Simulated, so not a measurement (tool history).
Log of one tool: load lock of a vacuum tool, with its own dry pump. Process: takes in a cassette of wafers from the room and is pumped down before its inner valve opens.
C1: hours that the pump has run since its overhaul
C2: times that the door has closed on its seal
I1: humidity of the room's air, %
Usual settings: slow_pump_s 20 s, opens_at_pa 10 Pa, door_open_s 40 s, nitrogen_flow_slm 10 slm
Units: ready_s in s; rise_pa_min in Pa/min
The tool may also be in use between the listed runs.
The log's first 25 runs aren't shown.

Run 26, hour 2408.6: usual settings but slow_pump_s 28 s, opens_at_pa 13 Pa, nitrogen_flow_slm 18 slm; C1 6339; C2 28038; I1 45.7. Result: ready_s 50.9 s, rise_pa_min 0.128 Pa/min.
Run 27, hour 2517.5: usual settings but slow_pump_s 15 s, door_open_s 217 s, nitrogen_flow_slm 6 slm; C1 6448; C2 28245; I1 46.2. Result: ready_s 42.4 s, rise_pa_min 0.164 Pa/min.
Run 28, hour 2585.4: usual settings but nitrogen_flow_slm 15 slm; C1 6516; C2 28374; I1 41.8. Result: ready_s 45.1 s, rise_pa_min 0.139 Pa/min.
Run 29, hour 2717.2: usual settings; C1 6647; C2 28624; I1 43.5. Result: ready_s 45.6 s, rise_pa_min 0.137 Pa/min.
Run 30, hour 2806.8: usual settings but slow_pump_s 26 s, opens_at_pa 13 Pa, door_open_s 100 s, nitrogen_flow_slm 4 slm; C1 6737; C2 28794; I1 47.9. Result: ready_s 49 s, rise_pa_min 0.155 Pa/min.
Run 31, hour 2886.2: usual settings but slow_pump_s 26 s, opens_at_pa 13 Pa, door_open_s 100 s, nitrogen_flow_slm 4 slm; C1 6816; C2 28945; I1 44.6. Result: ready_s 48.7 s, rise_pa_min 0.158 Pa/min.
Run 32, hour 2942: usual settings but slow_pump_s 17 s, opens_at_pa 13 Pa, door_open_s 145 s, nitrogen_flow_slm 4 slm; C1 6872; C2 29051; I1 44.5. Result: ready_s 42.7 s, rise_pa_min 0.163 Pa/min.
Run 33, hour 3040.1: usual settings but opens_at_pa 16 Pa, nitrogen_flow_slm 19 slm; C1 6970; C2 29237; I1 47. Result: ready_s 44.2 s, rise_pa_min 0.14 Pa/min.
Run 34, hour 3150.5: usual settings but opens_at_pa 16 Pa, nitrogen_flow_slm 19 slm; C1 7081; C2 29447; I1 43.3. Result: ready_s 44.1 s, rise_pa_min 0.133 Pa/min.
Run 35, hour 3260.9: usual settings but slow_pump_s 13 s; C1 7191; C2 29657; I1 45.6. Result: ready_s 40.1 s, rise_pa_min 0.143 Pa/min.
Run 36, hour 3364.7: usual settings but slow_pump_s 26 s, opens_at_pa 18 Pa, door_open_s 100 s; C1 7295; C2 29854; I1 43.2. Result: ready_s 48.2 s, rise_pa_min 0.157 Pa/min.
Run 37, hour 3438: usual settings but slow_pump_s 26 s, opens_at_pa 18 Pa, door_open_s 100 s; C1 7368; C2 29993; I1 45.5. Result: ready_s 48.4 s, rise_pa_min 0.153 Pa/min.

3 ways to go on from here, each from the tool as it stands after run 37. What would each give?
Run A, hour 3553.6: usual settings but door_open_s 36 s; C1 7484; C2 30213; I1 45.5. Result: ready_s ?, rise_pa_min ?.
Run B, hour 3553.6: usual settings but slow_pump_s 33 s, opens_at_pa 19 Pa, door_open_s 189 s; C1 7484; C2 30213; I1 45.8. Result: ready_s ?, rise_pa_min ?.
Run C, hour 3553.6: usual settings but slow_pump_s 15 s, door_open_s 161 s; C1 7484; C2 30213; I1 42.8. Result: ready_s ?, rise_pa_min ?.

run  ready_s  rise_pa_min
  A     44.9        0.145
  B     53.3        0.167
  C     43.1        0.163
Without the tool's hidden state the same runs would have given:
run  ready_s  rise_pa_min
  A     42.4        0.027
  B     51.3        0.049
  C     40.4        0.047
